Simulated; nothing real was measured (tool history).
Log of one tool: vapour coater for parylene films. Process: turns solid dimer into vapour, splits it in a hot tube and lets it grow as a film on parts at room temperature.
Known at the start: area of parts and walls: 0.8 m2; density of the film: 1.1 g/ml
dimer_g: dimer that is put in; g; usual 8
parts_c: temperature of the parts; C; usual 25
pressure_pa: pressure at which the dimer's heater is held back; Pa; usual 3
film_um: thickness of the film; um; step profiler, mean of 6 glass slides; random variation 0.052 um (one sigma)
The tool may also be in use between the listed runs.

run   hour  dimer_g  parts_c  pressure_pa  film_um
  1      0        8       25            3     5.97
  2   32.1        8       25            3     5.91
  3   71.8        8       25            3        6
  4  114.7       11       25            3     7.97
  5  146.8       11       25            3     7.91
  6  179.1        8       36            3     3.39
  7    212        8       25            3     5.79
  8  257.8        8       25            3     5.57
  9  320.6        8       25            3     5.42
 10  353.9        8       25          6.2     5.07
     360.4  -- table's thermometer calibrated
     415.8  -- trap's valve overhauled
 11  415.8       13       25            3     9.98
 12  459.7        8       25            3     5.95
 13  504.8        5       23         4.62      3.9
 14  550.5        5       23         4.62     3.85
 15    596        5       23         4.62     3.83
 16  647.5        5       18         2.17     5.15
 17  700.4        9       36         8.97     3.42
     735.1  -- table's thermometer calibrated, once more
 18    739        5       25         7.28     3.14
 19  782.3        5       28        11.85     2.56
 20    822       13       26         4.04     7.93
     833.7  -- trap's valve overhauled
 21  864.7       12       30         4.87     6.79
 22  892.6       12       30         4.87     6.64
 23    938        8       36         4.45     3.33
 24  992.7        8       36         4.45     3.36

Forecast each of these 3 alternatives for the next run:
  A  1023.7        4       36         9.99        ?
  B  1023.7        8       29            3        ?
  C  1023.7        8       35         3.61        ?

run  film_um
  A      1.5
  B     4.69
  C     3.48
Without the tool's hidden state the same runs would have given:
run  film_um
  A     1.59
  B     4.97
  C     3.68
